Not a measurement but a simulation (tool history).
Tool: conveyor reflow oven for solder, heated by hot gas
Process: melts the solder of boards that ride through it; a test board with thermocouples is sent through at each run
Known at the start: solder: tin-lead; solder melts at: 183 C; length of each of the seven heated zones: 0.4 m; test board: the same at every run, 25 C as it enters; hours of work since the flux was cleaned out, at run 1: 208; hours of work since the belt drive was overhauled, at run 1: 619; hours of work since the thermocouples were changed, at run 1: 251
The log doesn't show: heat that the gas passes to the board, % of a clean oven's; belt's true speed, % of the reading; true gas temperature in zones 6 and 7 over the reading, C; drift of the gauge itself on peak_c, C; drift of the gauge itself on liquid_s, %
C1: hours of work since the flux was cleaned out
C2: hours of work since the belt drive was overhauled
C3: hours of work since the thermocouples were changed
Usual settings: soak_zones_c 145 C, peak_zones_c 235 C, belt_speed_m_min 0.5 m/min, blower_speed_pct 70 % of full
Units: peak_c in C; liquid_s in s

Run 1, hour 0: usual settings; C1 208; C2 619; C3 251. Result: peak_c 219.9 C, liquid_s 77.8 s.
Run 2, hour 9.4: usual settings; C1 212; C2 624; C3 255. Result: peak_c 219.8 C, liquid_s 77.9 s.
Run 3, hour 23.1: usual settings; C1 219; C2 631; C3 262. Result: peak_c 219.9 C, liquid_s 77.8 s.
Run 4, hour 32.7: usual settings; C1 224; C2 635; C3 267. Result: peak_c 219.9 C, liquid_s 77.9 s.
Run 5, hour 47.1: usual settings; C1 231; C2 643; C3 274. Result: peak_c 220.2 C, liquid_s 78 s.
Run 6, hour 62.5: usual settings; C1 239; C2 650; C3 282. Result: peak_c 219.9 C, liquid_s 78 s.
Run 7, hour 72.8: usual settings; C1 244; C2 655; C3 287. Result: peak_c 219.9 C, liquid_s 77.7 s.
Run 8, hour 84.7: usual settings; C1 250; C2 661; C3 293. Result: peak_c 220.1 C, liquid_s 78.2 s.
Run 9, hour 100.3: usual settings but soak_zones_c 150 C; C1 258; C2 669; C3 301. Result: peak_c 220.6 C, liquid_s 81 s.
Run 10, hour 116.9: usual settings but soak_zones_c 150 C; C1 266; C2 678; C3 309. Result: peak_c 220.9 C, liquid_s 81.2 s.
Run 11, hour 130: usual settings; C1 273; C2 684; C3 316. Result: peak_c 220 C, liquid_s 77.7 s.
Run 12, hour 147.2: usual settings but blower_speed_pct 54 % of full; C1 281; C2 693; C3 324. Result: peak_c 216.8 C, liquid_s 74.2 s.
Run 13, hour 156.2: usual settings but blower_speed_pct 54 % of full; C1 286; C2 697; C3 329. Result: peak_c 217 C, liquid_s 74.3 s.
Run 14, hour 165.7: usual settings but soak_zones_c 135 C; C1 290; C2 702; C3 334. Result: peak_c 218 C, liquid_s 71.6 s.
Run 15, hour 172.8: usual settings but blower_speed_pct 79 % of full; C1 294; C2 705; C3 337. Result: peak_c 221.1 C, liquid_s 79.3 s.
Run 16, hour 181.8: usual settings but soak_zones_c 147 C, peak_zones_c 249 C, belt_speed_m_min 0.435 m/min, blower_speed_pct 84 % of full; C1 298; C2 710; C3 342. Result: peak_c 238.6 C, liquid_s 105.3 s.
Run 17, hour 191.5: usual settings but blower_speed_pct 87 % of full; C1 303; C2 715; C3 347. Result: peak_c 222.3 C, liquid_s 80.4 s.
Run 18, hour 199.3: usual settings but blower_speed_pct 87 % of full; C1 307; C2 719; C3 350. Result: peak_c 222.3 C, liquid_s 80.2 s.
Run 19, hour 209.6: usual settings but soak_zones_c 153 C, peak_zones_c 225 C, belt_speed_m_min 0.402 m/min, blower_speed_pct 71 % of full; C1 312; C2 724; C3 356. Result: peak_c 217.4 C, liquid_s 101.8 s.
Run 20, hour 221.2: usual settings but belt_speed_m_min 0.467 m/min, blower_speed_pct 56 % of full; C1 318; C2 730; C3 361. Result: peak_c 219.3 C, liquid_s 83 s.
Run 21, hour 228.2: usual settings but belt_speed_m_min 0.505 m/min, blower_speed_pct 52 % of full; C1 322; C2 733; C3 365. Result: peak_c 216 C, liquid_s 72.6 s.
Run 22, hour 238.9: usual settings but peak_zones_c 244 C, belt_speed_m_min 0.51 m/min, blower_speed_pct 50 % of full; C1 327; C2 739; C3 370. Result: peak_c 222.8 C, liquid_s 78 s.
Run 23, hour 248.6: usual settings but blower_speed_pct 61 % of full; C1 332; C2 743; C3 375. Result: peak_c 218.2 C, liquid_s 75.9 s.
Run 24, hour 255.7: usual settings but blower_speed_pct 61 % of full; C1 335; C2 747; C3 379. Result: peak_c 218 C, liquid_s 76.1 s.
Run 25, hour 264.3: usual settings but peak_zones_c 229 C; C1 340; C2 751; C3 383. Result: peak_c 214.7 C, liquid_s 73 s.
Run 26, hour 278: usual settings but peak_zones_c 229 C; C1 347; C2 758; C3 390. Result: peak_c 214.6 C, liquid_s 73.1 s.
At hour 291.9: flux residue cleaned out of gas plates and filters.
Run 27, hour 295.2: usual settings but soak_zones_c 137 C, peak_zones_c 226 C, belt_speed_m_min 0.456 m/min, blower_speed_pct 68 % of full; C1 2; C2 764; C3 396. Result: peak_c 213 C, liquid_s 74.9 s.
Run 28, hour 310.3: usual settings but soak_zones_c 137 C, peak_zones_c 226 C, belt_speed_m_min 0.425 m/min, blower_speed_pct 69 % of full; C1 9; C2 772; C3 403. Result: peak_c 214.9 C, liquid_s 83.7 s.
Run 29, hour 322.7: usual settings but soak_zones_c 137 C, peak_zones_c 226 C, belt_speed_m_min 0.425 m/min, blower_speed_pct 69 % of full; C1 15; C2 778; C3 410. Result: peak_c 214.9 C, liquid_s 83.8 s.
Run 30, hour 333.1: usual settings but soak_zones_c 148 C, peak_zones_c 225 C, blower_speed_pct 62 % of full; C1 21; C2 783; C3 415. Result: peak_c 210.6 C, liquid_s 69.7 s.

Hidden state at the last listed run before each entry between runs and at the first one after, where it differs:
Between runs 26 and 27: flux residue cleaned out of gas plates and filters (hour 291.9)
  heat that the gas passes to the board, % of a clean oven's: 99.8 -> 100

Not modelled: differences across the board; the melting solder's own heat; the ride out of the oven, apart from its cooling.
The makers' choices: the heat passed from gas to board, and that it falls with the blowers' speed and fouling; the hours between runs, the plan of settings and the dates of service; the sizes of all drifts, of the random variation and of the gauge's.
